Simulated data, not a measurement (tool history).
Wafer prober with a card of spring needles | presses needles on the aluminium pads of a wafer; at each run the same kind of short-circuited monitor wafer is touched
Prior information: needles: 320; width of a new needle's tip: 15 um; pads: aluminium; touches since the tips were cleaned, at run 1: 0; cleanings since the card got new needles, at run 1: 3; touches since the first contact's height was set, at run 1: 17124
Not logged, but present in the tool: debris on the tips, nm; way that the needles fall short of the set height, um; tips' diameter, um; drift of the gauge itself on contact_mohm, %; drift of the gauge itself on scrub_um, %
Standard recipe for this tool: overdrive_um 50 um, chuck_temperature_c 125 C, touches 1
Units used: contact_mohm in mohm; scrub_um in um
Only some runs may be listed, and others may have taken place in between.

run,day,overdrive_um,chuck_temperature_c,touches,touches since the tips were cleaned,cleanings since the card got new needles,touches since the first contact's height was set,contact_mohm,scrub_um
1,0.000,50,125,1,0,3,17124,187,11.54
2,0.288,50,125,1,1447,3,18571,185,11.49
3,0.638,50,125,1,3231,3,20355,183,11.54
4,0.983,50,125,1,4984,3,22108,185,11.42
# day 1.104: tips cleaned on abrasive film
5,1.400,50,125,3,1494,4,24192,187,11.47
6,1.604,50,125,3,2538,4,25236,187,11.51
7,1.958,41,125,1,4326,4,27024,193,9.42
# day 2.229: tips cleaned on abrasive film
8,2.238,50,125,1,49,5,28427,188,11.41
9,2.500,50,36,1,1372,5,29750,169,11.51
10,2.896,50,36,1,3367,5,31745,171,11.33
11,3.275,50,36,1,5299,5,33677,168,11.39
# day 3.333: tips cleaned on abrasive film
12,3.508,50,36,1,880,6,34826,166,11.43
13,3.862,50,74,1,2686,6,36632,179,11.39
14,4.183,35,52,2,4311,6,38257,177,8.00
# day 4.450: tips cleaned on abrasive film
15,4.562,46,52,2,574,7,40155,173,10.42
16,4.908,46,52,2,2335,7,41916,171,10.37
17,5.112,51,94,2,3370,7,42951,180,11.63
18,5.388,45,94,2,4763,7,44344,178,10.16
# day 5.579: tips cleaned on abrasive film
19,5.738,45,94,2,788,8,46077,183,10.36
20,6.104,70,125,2,2658,8,47947,178,15.98
21,6.279,50,125,3,3534,8,48823,186,11.41
22,6.475,50,125,3,4533,8,49822,184,11.35
# day 6.688: tips cleaned on abrasive film
23,6.875,50,125,3,963,9,51839,185,11.24

Alternative continuations, all from the tool just after run 23; predict every row:
A,7.096,50,125,1,2079,9,52955,?,?
B,7.096,50,125,3,2079,9,52955,?,?
C,7.096,58,53,3,2079,9,52955,?,?
D,7.096,59,28,2,2079,9,52955,?,?
E,7.096,33,57,1,2079,9,52955,?,?

run,contact_mohm,scrub_um
A,185,11.27
B,184,11.35
C,167,13.17
D,161,13.38
E,184,7.41
With the hidden condition removed and each run's random variation left untouched, the same runs would have given:
run,contact_mohm,scrub_um
A,184,11.50
B,184,11.57
C,167,13.43
D,161,13.64
E,183,7.55

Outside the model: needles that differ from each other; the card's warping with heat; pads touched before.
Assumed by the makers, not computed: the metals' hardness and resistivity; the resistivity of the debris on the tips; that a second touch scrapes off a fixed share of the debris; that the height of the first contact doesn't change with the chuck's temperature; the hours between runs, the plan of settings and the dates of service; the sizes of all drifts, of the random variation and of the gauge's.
